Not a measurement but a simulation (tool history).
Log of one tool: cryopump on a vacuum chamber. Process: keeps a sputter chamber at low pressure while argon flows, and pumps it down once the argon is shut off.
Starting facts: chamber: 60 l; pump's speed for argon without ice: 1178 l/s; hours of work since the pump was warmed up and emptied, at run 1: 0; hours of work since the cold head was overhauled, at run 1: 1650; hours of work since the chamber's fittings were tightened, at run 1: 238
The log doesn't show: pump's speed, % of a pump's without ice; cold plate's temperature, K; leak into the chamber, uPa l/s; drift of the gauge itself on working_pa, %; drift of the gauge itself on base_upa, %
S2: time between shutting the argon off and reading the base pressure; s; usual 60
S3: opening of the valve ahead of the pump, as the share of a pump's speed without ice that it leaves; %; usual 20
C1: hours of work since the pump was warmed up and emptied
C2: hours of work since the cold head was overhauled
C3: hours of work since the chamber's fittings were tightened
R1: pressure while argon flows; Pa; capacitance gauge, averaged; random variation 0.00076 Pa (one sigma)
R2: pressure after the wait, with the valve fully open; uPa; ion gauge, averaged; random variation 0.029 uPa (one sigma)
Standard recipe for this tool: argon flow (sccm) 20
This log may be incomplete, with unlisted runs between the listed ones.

run 1 hour=0 | argon_flow_(sccm)=20 S2=60 S3=20 | C1=0 C2=1650 C3=238 | R1=0.1436 R2=1.91
run 2 hour=102 | argon_flow_(sccm)=20 S2=209 S3=20 | C1=62 C2=1712 C3=301 | R1=0.1444 R2=1.2
run 3 hour=182.5 | argon_flow_(sccm)=20 S2=209 S3=59 | C1=111 C2=1761 C3=350 | R1=0.0512 R2=1.36
run 4 hour=299.2 | argon_flow_(sccm)=20 S2=209 S3=59 | C1=182 C2=1832 C3=421 | R1=0.0529 R2=1.53
run 5 hour=389.9 | argon_flow_(sccm)=20 S2=209 S3=59 | C1=238 C2=1887 C3=476 | R1=0.0529 R2=1.62
run 6 hour=493.9 | argon_flow_(sccm)=20 S2=209 S3=59 | C1=301 C2=1951 C3=540 | R1=0.0549 R2=1.87
-- hour=518.8 pump warmed up, emptied and cooled again
run 7 hour=562 | argon_flow_(sccm)=20 S2=209 S3=59 | C1=26 C2=1989 C3=578 | R1=0.0501 R2=1.66
run 8 hour=628.3 | argon_flow_(sccm)=20 S2=209 S3=59 | C1=67 C2=2030 C3=618 | R1=0.0511 R2=1.85
run 9 hour=694.1 | argon_flow_(sccm)=20 S2=209 S3=59 | C1=107 C2=2070 C3=659 | R1=0.052 R2=1.96
run 10 hour=763.3 | argon_flow_(sccm)=32 S2=60 S3=20 | C1=149 C2=2112 C3=701 | R1=0.2348 R2=3.03
run 11 hour=843.1 | argon_flow_(sccm)=32 S2=60 S3=20 | C1=198 C2=2161 C3=749 | R1=0.2357 R2=3.12
run 12 hour=950.8 | argon_flow_(sccm)=32 S2=60 S3=20 | C1=263 C2=2226 C3=815 | R1=0.2404 R2=3.18
-- hour=1040.7 pump warmed up, emptied and cooled again
run 13 hour=1072.2 | argon_flow_(sccm)=32 S2=60 S3=20 | C1=19 C2=2297 C3=886 | R1=0.2338 R2=3.13
run 14 hour=1185.7 | argon_flow_(sccm)=32 S2=60 S3=20 | C1=88 C2=2366 C3=955 | R1=0.234 R2=3.27
run 15 hour=1258.5 | argon_flow_(sccm)=36 S2=60 S3=20 | C1=133 C2=2411 C3=1000 | R1=0.2631 R2=3.52
-- hour=1311.9 leaking fittings of the chamber tightened, without venting
run 16 hour=1321.8 | argon_flow_(sccm)=20 S2=41 S3=20 | C1=170 C2=2448 C3=6 | R1=0.147 R2=2.05
run 17 hour=1376.3 | argon_flow_(sccm)=20 S2=60 S3=17 | C1=203 C2=2481 C3=39 | R1=0.1723 R2=1.6
run 18 hour=1451.1 | argon_flow_(sccm)=20 S2=60 S3=17 | C1=249 C2=2527 C3=85 | R1=0.1742 R2=1.64
run 19 hour=1504.3 | argon_flow_(sccm)=30 S2=60 S3=29 | C1=281 C2=2559 C3=117 | R1=0.1584 R2=1.78
-- hour=1563.1 pump warmed up, emptied and cooled again
run 20 hour=1579.8 | argon_flow_(sccm)=12 S2=289 S3=32 | C1=10 C2=2602 C3=160 | R1=0.055 R2=0.86
run 21 hour=1646.7 | argon_flow_(sccm)=20 S2=48 S3=20 | C1=51 C2=2643 C3=201 | R1=0.1462 R2=2.21
run 22 hour=1761.2 | argon_flow_(sccm)=20 S2=30 S3=32 | C1=121 C2=2713 C3=271 | R1=0.0928 R2=3.15
run 23 hour=1835.3 | argon_flow_(sccm)=34 S2=65 S3=41 | C1=166 C2=2758 C3=316 | R1=0.1263 R2=2.12
run 24 hour=1902.7 | argon_flow_(sccm)=24 S2=66 S3=41 | C1=207 C2=2799 C3=357 | R1=0.0899 R2=2.19
run 25 hour=2010.6 | argon_flow_(sccm)=11 S2=279 S3=15 | C1=273 C2=2865 C3=423 | R1=0.1083 R2=1.49
run 26 hour=2067.6 | argon_flow_(sccm)=10 S2=34 S3=15 | C1=308 C2=2900 C3=458 | R1=0.099 R2=3.33
-- hour=2084.1 pump warmed up, emptied and cooled again
run 27 hour=2173.9 | argon_flow_(sccm)=18 S2=60 S3=35 | C1=55 C2=2961 C3=519 | R1=0.0744 R2=2.5
run 28 hour=2260.3 | argon_flow_(sccm)=20 S2=33 S3=23 | C1=107 C2=3014 C3=572 | R1=0.1275 R2=3.48
run 29 hour=2326.9 | argon_flow_(sccm)=16 S2=41 S3=48 | C1=148 C2=3055 C3=613 | R1=0.0509 R2=3.25
run 30 hour=2395.7 | argon_flow_(sccm)=16 S2=202 S3=16 | C1=190 C2=3097 C3=655 | R1=0.1456 R2=2.03
run 31 hour=2452.9 | argon_flow_(sccm)=16 S2=202 S3=16 | C1=225 C2=3132 C3=689 | R1=0.1471 R2=2.17
run 32 hour=2578.7 | argon_flow_(sccm)=25 S2=299 S3=18 | C1=302 C2=3208 C3=766 | R1=0.207 R2=2.21
-- hour=2610.6 pump warmed up, emptied and cooled again
run 33 hour=2690 | argon_flow_(sccm)=25 S2=299 S3=18 | C1=48 C2=3273 C3=831 | R1=0.2031 R2=2.16

Alternative continuations, all from the tool just after run 33; predict every row:
run A hour=2798.6 | argon_flow_(sccm)=40 S2=75 S3=51 | C1=115 C2=3339 C3=897 | R1=? R2=?
run B hour=2798.6 | argon_flow_(sccm)=20 S2=24 S3=25 | C1=115 C2=3339 C3=897 | R1=? R2=?
run C hour=2798.6 | argon_flow_(sccm)=10 S2=229 S3=45 | C1=115 C2=3339 C3=897 | R1=? R2=?

run=A R1=0.1185 R2=3.05
run=B R1=0.1181 R2=5.19
run=C R1=0.0342 R2=2.46
The same runs, with their run-to-run variation unchanged, on a tool lacking any hidden condition would have given:
run=A R1=0.1119 R2=1.19
run=B R1=0.1148 R2=3.27
run=C R1=0.0325 R2=0.59
